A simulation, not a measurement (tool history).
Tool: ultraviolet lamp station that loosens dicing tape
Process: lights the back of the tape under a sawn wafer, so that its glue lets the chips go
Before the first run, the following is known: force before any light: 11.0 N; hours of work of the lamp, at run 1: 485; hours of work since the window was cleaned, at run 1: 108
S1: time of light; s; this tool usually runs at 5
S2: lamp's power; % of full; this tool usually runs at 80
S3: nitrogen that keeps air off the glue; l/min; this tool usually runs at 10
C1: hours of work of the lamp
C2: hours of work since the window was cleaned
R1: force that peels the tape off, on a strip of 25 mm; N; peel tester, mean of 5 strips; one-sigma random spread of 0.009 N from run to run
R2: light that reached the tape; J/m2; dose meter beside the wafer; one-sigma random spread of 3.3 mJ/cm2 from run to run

run,day,S1,S2,S3,C1,C2,R1,R2
1,0.000,5,80,10,485,108,0.372,5280
2,0.675,5,80,4,497,120,0.798,5200
3,1.183,5,71,10,506,129,0.470,4670
4,1.675,5,71,10,515,138,0.483,4680
5,1.992,5,71,10,520,143,0.466,4630
6,2.408,5,71,10,528,151,0.471,4650
7,2.950,5,80,10,537,160,0.389,5250
8,3.396,5,80,10,545,168,0.378,5270
9,3.746,5,80,10,551,175,0.375,5260
10,4.433,5,80,10,564,187,0.384,5220
11,4.792,5,80,10,570,193,0.346,5280
12,5.371,5,80,10,580,203,0.375,5220
13,5.775,5,80,10,587,211,0.368,5220
14,6.133,5,80,10,594,217,0.379,5200
15,6.692,4,64,10,604,227,0.954,3310
16,7.196,4,64,10,613,236,0.945,3380
17,7.529,8,76,5,618,242,0.307,7970
18,8.129,10,70,6,629,252,0.254,9140
19,8.500,5,64,10,636,259,0.614,4190
20,8.867,5,80,3,642,265,1.004,5250
21,9.371,7,88,7,651,274,0.247,8070
22,9.804,7,88,7,659,282,0.262,7990
23,10.129,7,88,7,665,288,0.267,8120
24,10.462,4,67,10,670,294,0.823,3500
25,10.862,4,95,12,678,301,0.388,4930
26,11.221,4,95,12,684,307,0.369,5040
27,11.529,4,95,12,689,313,0.375,4930
28,12.175,5,75,10,701,324,0.431,4940

What if the next run were any one of these 3? Each begins from the tool's condition after run 28:
A,12.467,8,80,19,706,329,?,?
B,12.467,4,89,4,706,329,?,?
C,12.467,5,82,10,706,329,?,?

run,R1,R2
A,0.219,8360
B,1.001,4630
C,0.367,5330
What these runs would have given with no unlogged condition in the tool:
run,R1,R2
A,0.219,8370
B,0.997,4640
C,0.366,5340

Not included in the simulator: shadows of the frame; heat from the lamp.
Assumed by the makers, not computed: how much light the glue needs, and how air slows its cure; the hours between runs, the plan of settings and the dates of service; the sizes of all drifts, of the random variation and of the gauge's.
